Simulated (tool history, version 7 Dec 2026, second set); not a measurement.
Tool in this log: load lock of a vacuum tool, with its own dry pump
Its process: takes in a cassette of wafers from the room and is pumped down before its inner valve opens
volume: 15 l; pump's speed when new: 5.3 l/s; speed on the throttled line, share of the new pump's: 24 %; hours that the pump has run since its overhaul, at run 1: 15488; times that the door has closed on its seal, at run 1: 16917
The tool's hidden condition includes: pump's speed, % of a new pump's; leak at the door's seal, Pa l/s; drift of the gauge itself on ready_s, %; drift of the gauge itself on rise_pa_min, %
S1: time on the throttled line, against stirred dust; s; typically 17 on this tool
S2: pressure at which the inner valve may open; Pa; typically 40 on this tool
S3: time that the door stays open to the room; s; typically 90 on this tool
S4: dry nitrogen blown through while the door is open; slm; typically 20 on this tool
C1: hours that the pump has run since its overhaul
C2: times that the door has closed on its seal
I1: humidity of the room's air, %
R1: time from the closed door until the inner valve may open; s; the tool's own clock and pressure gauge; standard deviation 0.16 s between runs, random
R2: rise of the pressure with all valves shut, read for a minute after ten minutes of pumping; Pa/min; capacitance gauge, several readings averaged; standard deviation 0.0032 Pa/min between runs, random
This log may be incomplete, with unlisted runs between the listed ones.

Run 1, day 0.000: usual settings; C1 15488; C2 16917; I1 43.7. Result: R1 35.3 s, R2 0.104 Pa/min.
Run 2, day 18.688: usual settings; C1 15937; C2 18640; I1 45.4. Result: R1 35.5 s, R2 0.104 Pa/min.
Run 3, day 36.733: usual settings; C1 16370; C2 20303; I1 46.9. Result: R1 35.2 s, R2 0.118 Pa/min.
Run 4, day 54.625: usual settings; C1 16799; C2 21952; I1 47.0. Result: R1 35.3 s, R2 0.115 Pa/min.
Run 5, day 70.867: usual settings; C1 17189; C2 23449; I1 44.2. Result: R1 35.3 s, R2 0.105 Pa/min.
Run 6, day 89.896: usual settings; C1 17646; C2 25203; I1 43.0. Result: R1 35.3 s, R2 0.100 Pa/min.
Run 7, day 101.479: usual settings; C1 17924; C2 26270; I1 48.6. Result: R1 35.2 s, R2 0.117 Pa/min.
Run 8, day 119.100: usual settings; C1 18347; C2 27894; I1 48.0. Result: R1 35.0 s, R2 0.114 Pa/min.
Run 9, day 134.250: usual settings but S2 37 Pa; C1 18710; C2 29291; I1 42.1. Result: R1 35.5 s, R2 0.110 Pa/min.
Run 10, day 145.275: usual settings but S2 37 Pa; C1 18975; C2 30307; I1 45.5. Result: R1 35.3 s, R2 0.112 Pa/min.
Run 11, day 156.654: usual settings but S3 32 s; C1 19248; C2 31356; I1 43.9. Result: R1 35.1 s, R2 0.064 Pa/min.
Run 12, day 165.875: usual settings but S1 11 s, S3 32 s; C1 19469; C2 32205; I1 43.9. Result: R1 30.7 s, R2 0.063 Pa/min.
Run 13, day 183.275: usual settings but S1 11 s, S3 32 s; C1 19887; C2 33809; I1 46.5. Result: R1 30.8 s, R2 0.064 Pa/min.
Run 14, day 196.604: usual settings; C1 20207; C2 35038; I1 47.8. Result: R1 35.2 s, R2 0.121 Pa/min.
Run 15, day 210.258: usual settings; C1 20534; C2 36296; I1 45.4. Result: R1 35.2 s, R2 0.110 Pa/min.
Run 16, day 229.167: usual settings; C1 20988; C2 38039; I1 43.7. Result: R1 35.2 s, R2 0.106 Pa/min.
Run 17, day 238.162: usual settings but S1 19 s, S3 189 s, S4 38 slm; C1 21204; C2 38868; I1 43.2. Result: R1 36.7 s, R2 0.122 Pa/min.
Run 18, day 254.729: usual settings but S1 19 s, S3 189 s, S4 38 slm; C1 21602; C2 40395; I1 43.7. Result: R1 36.7 s, R2 0.123 Pa/min.
Run 19, day 272.008: usual settings but S1 15 s, S3 64 s, S4 4 slm; C1 22016; C2 41987; I1 43.8. Result: R1 33.4 s, R2 0.121 Pa/min.
Run 20, day 283.283: usual settings but S2 59 Pa, S3 96 s, S4 14 slm; C1 22287; C2 43027; I1 43.5. Result: R1 34.0 s, R2 0.120 Pa/min.
Run 21, day 299.717: usual settings but S1 20 s, S3 34 s; C1 22682; C2 44541; I1 45.6. Result: R1 37.2 s, R2 0.065 Pa/min.
Run 22, day 316.742: usual settings but S1 20 s, S3 34 s; C1 23090; C2 46110; I1 44.3. Result: R1 37.5 s, R2 0.067 Pa/min.
Run 23, day 327.188: usual settings but S1 15 s, S2 49 Pa, S3 192 s, S4 8 slm; C1 23341; C2 47073; I1 44.5. Result: R1 33.2 s, R2 0.207 Pa/min.
At day 341.342: dry pump taken out, an overhauled one fitted.
Run 24, day 344.421: usual settings but S2 66 Pa, S4 18 slm; C1 74; C2 48639; I1 45.7. Result: R1 33.9 s, R2 0.110 Pa/min.

What does the tool deliver on the next run?
Run 25, day 357.025: usual settings but S2 66 Pa, S4 18 slm; C1 376; C2 49800; I1 41.5. Result: R1 ?, R2 ?.

{"run 25": {"R1": 33.9, "R2": 0.109}}
If the tool had no hidden condition, the same run with the same run-to-run variation would have returned R1 33.9 s, R2 0.106 Pa/min.

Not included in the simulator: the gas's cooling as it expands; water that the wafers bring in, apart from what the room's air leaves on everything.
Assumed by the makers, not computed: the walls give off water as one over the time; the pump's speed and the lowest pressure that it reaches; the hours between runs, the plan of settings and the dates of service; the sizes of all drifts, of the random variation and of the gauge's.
